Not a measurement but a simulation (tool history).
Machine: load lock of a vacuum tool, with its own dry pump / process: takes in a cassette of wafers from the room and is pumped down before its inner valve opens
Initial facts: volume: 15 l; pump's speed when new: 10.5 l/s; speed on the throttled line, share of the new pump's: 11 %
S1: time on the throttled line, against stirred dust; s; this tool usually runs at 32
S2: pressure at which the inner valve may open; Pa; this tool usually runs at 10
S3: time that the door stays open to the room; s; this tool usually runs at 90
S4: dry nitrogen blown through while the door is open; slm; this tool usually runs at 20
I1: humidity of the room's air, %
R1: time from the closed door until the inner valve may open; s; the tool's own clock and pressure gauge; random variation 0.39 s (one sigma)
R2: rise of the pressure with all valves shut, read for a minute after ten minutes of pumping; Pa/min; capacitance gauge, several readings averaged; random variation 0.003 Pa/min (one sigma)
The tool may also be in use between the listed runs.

run 1 day=0.000 | S1=32 S2=10 S3=90 S4=20 | I1=41.8 | R1=41.9 R2=0.034
run 2 day=11.404 | S1=32 S2=10 S3=90 S4=20 | I1=49.1 | R1=42.5 R2=0.032
run 3 day=28.983 | S1=32 S2=10 S3=90 S4=20 | I1=47.7 | R1=41.6 R2=0.029
run 4 day=45.521 | S1=32 S2=10 S3=90 S4=29 | I1=42.9 | R1=42.0 R2=0.023
run 5 day=59.392 | S1=32 S2=10 S3=90 S4=29 | I1=45.6 | R1=42.5 R2=0.032
run 6 day=78.192 | S1=32 S2=10 S3=90 S4=20 | I1=44.9 | R1=40.9 R2=0.032
run 7 day=89.517 | S1=32 S2=10 S3=90 S4=20 | I1=45.8 | R1=41.9 R2=0.031
run 8 day=106.675 | S1=32 S2=10 S3=90 S4=20 | I1=43.6 | R1=42.2 R2=0.037
run 9 day=122.425 | S1=32 S2=10 S3=90 S4=20 | I1=42.6 | R1=42.1 R2=0.031
run 10 day=134.875 | S1=32 S2=10 S3=90 S4=20 | I1=43.0 | R1=41.5 R2=0.029
run 11 day=149.792 | S1=26 S2=10 S3=90 S4=20 | I1=42.9 | R1=37.5 R2=0.032
run 12 day=160.612 | S1=26 S2=10 S3=90 S4=20 | I1=45.8 | R1=36.6 R2=0.033
run 13 day=172.308 | S1=26 S2=10 S3=90 S4=20 | I1=47.5 | R1=36.4 R2=0.035
run 14 day=180.700 | S1=26 S2=10 S3=90 S4=20 | I1=45.2 | R1=36.2 R2=0.031
run 15 day=200.004 | S1=32 S2=10 S3=90 S4=20 | I1=48.7 | R1=41.7 R2=0.035
run 16 day=211.083 | S1=21 S2=10 S3=90 S4=20 | I1=45.5 | R1=32.1 R2=0.031
-- day=218.696 door's seal changed, seat wiped
run 17 day=230.242 | S1=32 S2=10 S3=90 S4=36 | I1=46.8 | R1=41.8 R2=0.025
run 18 day=241.633 | S1=32 S2=10 S3=90 S4=36 | I1=42.5 | R1=41.9 R2=0.025
run 19 day=257.567 | S1=32 S2=7 S3=90 S4=36 | I1=46.4 | R1=42.6 R2=0.021
run 20 day=276.383 | S1=32 S2=7 S3=90 S4=36 | I1=46.5 | R1=42.9 R2=0.023
run 21 day=293.129 | S1=46 S2=8 S3=90 S4=5 | I1=43.8 | R1=55.1 R2=0.055
run 22 day=304.246 | S1=46 S2=8 S3=90 S4=5 | I1=46.1 | R1=54.1 R2=0.051
run 23 day=312.350 | S1=46 S2=8 S3=90 S4=5 | I1=46.3 | R1=54.1 R2=0.056
run 24 day=322.500 | S1=46 S2=8 S3=90 S4=5 | I1=46.9 | R1=54.2 R2=0.055
run 25 day=333.046 | S1=46 S2=10 S3=64 S4=5 | I1=46.9 | R1=54.8 R2=0.044
run 26 day=348.492 | S1=20 S2=15 S3=70 S4=4 | I1=46.9 | R1=31.0 R2=0.051
run 27 day=367.188 | S1=40 S2=10 S3=90 S4=28 | I1=44.5 | R1=48.3 R2=0.028
run 28 day=380.579 | S1=29 S2=10 S3=90 S4=20 | I1=47.0 | R1=39.2 R2=0.029
run 29 day=389.383 | S1=29 S2=10 S3=90 S4=20 | I1=44.0 | R1=39.2 R2=0.031
run 30 day=401.975 | S1=47 S2=10 S3=90 S4=6 | I1=42.5 | R1=55.2 R2=0.051
run 31 day=420.021 | S1=37 S2=17 S3=90 S4=40 | I1=44.6 | R1=45.4 R2=0.026
run 32 day=428.108 | S1=38 S2=17 S3=35 S4=40 | I1=42.4 | R1=45.9 R2=0.014
run 33 day=440.121 | S1=32 S2=10 S3=33 S4=27 | I1=45.7 | R1=42.0 R2=0.020
run 34 day=448.488 | S1=32 S2=10 S3=33 S4=27 | I1=44.7 | R1=42.2 R2=0.020
run 35 day=460.583 | S1=22 S2=10 S3=126 S4=32 | I1=46.8 | R1=33.3 R2=0.033

For run 36, what comes out?
run 36 day=476.804 | S1=22 S2=10 S3=126 S4=32 | I1=39.0 | R1=? R2=?

R1: 33.3 s
R2: 0.023 Pa/min
Without the tool's hidden state the same run would have given R1 33.3 s, R2 0.022 Pa/min.
